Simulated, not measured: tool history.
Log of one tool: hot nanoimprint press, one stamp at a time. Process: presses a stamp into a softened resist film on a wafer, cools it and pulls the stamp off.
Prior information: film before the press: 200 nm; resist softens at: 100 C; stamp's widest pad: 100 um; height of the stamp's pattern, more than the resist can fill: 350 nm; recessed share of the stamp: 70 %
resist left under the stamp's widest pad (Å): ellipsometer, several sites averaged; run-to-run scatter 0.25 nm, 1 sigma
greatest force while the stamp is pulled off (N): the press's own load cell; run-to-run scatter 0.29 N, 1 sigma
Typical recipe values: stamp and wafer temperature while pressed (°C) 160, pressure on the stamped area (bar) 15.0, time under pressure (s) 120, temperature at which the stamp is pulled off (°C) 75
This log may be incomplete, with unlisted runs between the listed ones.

| run | day | stamp and wafer temperature while pressed (°C) | pressure on the stamped area (bar) | time under pressure (s) | temperature at which the stamp is pulled off (°C) | resist left under the stamp's widest pad (Å) | greatest force while the stamp is pulled off (N) |
|---|---|---|---|---|---|---|---|
| 1 | 0.000 | 160 | 15.0 | 120 | 75 | 746 | 137.4 |
|  | 0.504 | plate thermocouple calibrated |
| 2 | 0.912 | 160 | 11.6 | 120 | 75 | 847 | 137.9 |
| 3 | 1.521 | 160 | 11.6 | 120 | 75 | 849 | 137.5 |
| 4 | 2.438 | 160 | 11.6 | 120 | 75 | 850 | 137.2 |
| 5 | 3.371 | 160 | 15.0 | 120 | 75 | 747 | 137.6 |
|  | 4.329 | stamp cleaned and given a new release coat |
| 6 | 4.554 | 160 | 15.0 | 120 | 75 | 748 | 137.2 |
| 7 | 5.704 | 160 | 15.0 | 120 | 75 | 748 | 137.4 |

For run 8, what comes out?
| 8 | 6.792 | 160 | 15.0 | 120 | 75 | ? | ? |

{"run 8": {"resist left under the stamp's widest pad (Å)": 747, "greatest force while the stamp is pulled off (N)": 137.3}}
On a tool with no hidden condition, and with the same random variation, this run would have come out at resist left under the stamp's widest pad (Å) 747, greatest force while the stamp is pulled off (N) 137.7.

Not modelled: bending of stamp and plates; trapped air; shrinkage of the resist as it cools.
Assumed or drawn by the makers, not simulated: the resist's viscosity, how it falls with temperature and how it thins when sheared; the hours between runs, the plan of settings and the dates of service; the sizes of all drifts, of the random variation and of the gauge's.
